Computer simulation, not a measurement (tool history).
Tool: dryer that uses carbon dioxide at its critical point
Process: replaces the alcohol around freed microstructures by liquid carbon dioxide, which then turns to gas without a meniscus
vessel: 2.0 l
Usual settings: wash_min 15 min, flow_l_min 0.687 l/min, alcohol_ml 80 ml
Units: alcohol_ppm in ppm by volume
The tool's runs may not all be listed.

Run 1, hour 0: usual settings. Result: alcohol_ppm 1540 ppm by volume.
At hour 5.5: inlet filter changed.
Run 2, hour 11.1: usual settings. Result: alcohol_ppm 1032 ppm by volume.
Run 3, hour 20.6: usual settings but flow_l_min 0.735 l/min. Result: alcohol_ppm 848 ppm by volume.
Run 4, hour 31.1: usual settings but flow_l_min 0.735 l/min. Result: alcohol_ppm 837 ppm by volume.
Run 5, hour 38.9: usual settings but flow_l_min 0.735 l/min. Result: alcohol_ppm 869 ppm by volume.
Run 6, hour 48.2: usual settings. Result: alcohol_ppm 1100 ppm by volume.
Run 7, hour 55.3: usual settings. Result: alcohol_ppm 1148 ppm by volume.
Run 8, hour 62.3: usual settings but wash_min 24 min. Result: alcohol_ppm 153 ppm by volume.
Run 9, hour 70.9: usual settings but alcohol_ml 39 ml. Result: alcohol_ppm 593 ppm by volume.
Run 10, hour 80: usual settings but alcohol_ml 39 ml. Result: alcohol_ppm 596 ppm by volume.
Run 11, hour 88.4: usual settings. Result: alcohol_ppm 1220 ppm by volume.
Run 12, hour 95.8: usual settings. Result: alcohol_ppm 1212 ppm by volume.
Run 13, hour 106.3: usual settings. Result: alcohol_ppm 1229 ppm by volume.
Run 14, hour 111.7: usual settings. Result: alcohol_ppm 1236 ppm by volume.
Run 15, hour 123.1: usual settings. Result: alcohol_ppm 1250 ppm by volume.
Run 16, hour 133: usual settings but alcohol_ml 41 ml. Result: alcohol_ppm 662 ppm by volume.
Run 17, hour 138.8: usual settings but alcohol_ml 41 ml. Result: alcohol_ppm 667 ppm by volume.
Run 18, hour 144: usual settings but flow_l_min 0.528 l/min, alcohol_ml 41 ml. Result: alcohol_ppm 1458 ppm by volume.
Run 19, hour 155: usual settings but flow_l_min 0.528 l/min, alcohol_ml 41 ml. Result: alcohol_ppm 1478 ppm by volume.
Run 20, hour 161.9: usual settings but flow_l_min 0.528 l/min, alcohol_ml 41 ml. Result: alcohol_ppm 1544 ppm by volume.
Run 21, hour 172.5: usual settings but alcohol_ml 42 ml. Result: alcohol_ppm 716 ppm by volume.
Run 22, hour 180.1: usual settings but flow_l_min 0.817 l/min. Result: alcohol_ppm 724 ppm by volume.
Run 23, hour 189: usual settings but flow_l_min 0.616 l/min. Result: alcohol_ppm 1916 ppm by volume.
Run 24, hour 196.2: usual settings. Result: alcohol_ppm 1373 ppm by volume.
Run 25, hour 204.1: usual settings. Result: alcohol_ppm 1413 ppm by volume.
Run 26, hour 214.8: usual settings but wash_min 10 min, flow_l_min 0.747 l/min, alcohol_ml 29 ml. Result: alcohol_ppm 1307 ppm by volume.
Run 27, hour 220.4: usual settings but wash_min 10 min, flow_l_min 0.847 l/min, alcohol_ml 25 ml. Result: alcohol_ppm 815 ppm by volume.
Run 28, hour 229.4: usual settings but wash_min 10 min, flow_l_min 0.847 l/min, alcohol_ml 25 ml. Result: alcohol_ppm 832 ppm by volume.
Run 29, hour 239.8: usual settings but wash_min 10 min, flow_l_min 0.951 l/min, alcohol_ml 29 ml. Result: alcohol_ppm 698 ppm by volume.
Run 30, hour 251.2: usual settings but wash_min 10 min, flow_l_min 0.951 l/min, alcohol_ml 29 ml. Result: alcohol_ppm 695 ppm by volume.
Run 31, hour 258: usual settings but wash_min 11 min, flow_l_min 0.882 l/min. Result: alcohol_ppm 1826 ppm by volume.

The next listed run, before its measurement:
Run 32, hour 265.8: usual settings but wash_min 11 min, flow_l_min 0.534 l/min, alcohol_ml 98 ml. Result: alcohol_ppm ?.

alcohol_ppm: 7501 ppm by volume
Without the tool's hidden state the same run would have given alcohol_ppm 6088 ppm by volume.
